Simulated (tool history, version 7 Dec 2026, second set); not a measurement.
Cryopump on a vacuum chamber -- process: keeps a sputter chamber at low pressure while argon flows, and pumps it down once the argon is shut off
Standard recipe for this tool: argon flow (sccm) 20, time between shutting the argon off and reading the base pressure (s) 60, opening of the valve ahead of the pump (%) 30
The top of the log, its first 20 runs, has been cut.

run	hour	argon flow (sccm)	time between shutting the argon off and reading the base pressure (s)	opening of the valve ahead of the pump (%)	hours of work since the pump was warmed up and emptied	hours of work since the cold head was overhauled	hours of work since the chamber's fittings were tightened	pressure while argon flows (Pa)	pressure after the wait (uPa)
21	1002.5	20	33	19	228	1578	3336	0.1032	1.73
22	1069.7	20	99	33	272	1622	3380	0.0605	1.03
23	1109.1	11	21	38	298	1648	3406	0.0296	2.27
24	1165.1	20	84	54	334	1685	3442	0.0386	1.1
25	1211.4	20	69	22	365	1715	3473	0.0906	1.2
26	1245.3	35	115	52	387	1737	3495	0.0709	1.02
27	1277.5	17	235	18	408	1758	3516	0.0938	0.89
# hour 1308.4: pump warmed up, emptied and cooled again
28	1345.1	15	60	43	24	1799	3557	0.0339	1.23
29	1419.5	15	150	16	73	1848	3605	0.0915	0.89
30	1453.9	10	60	59	95	1870	3628	0.0163	1.25

What does the tool deliver on the next run?
# hour 1467.8: leaking fittings of the chamber tightened, without venting
31	1529.9	10	60	59	144	1919	41	?	?

{"run 31": {"pressure while argon flows (Pa)": 0.0168, "pressure after the wait (uPa)": 0.76}}
With no hidden state in the tool, this same run would have given pressure while argon flows (Pa) 0.016, pressure after the wait (uPa) 0.74.
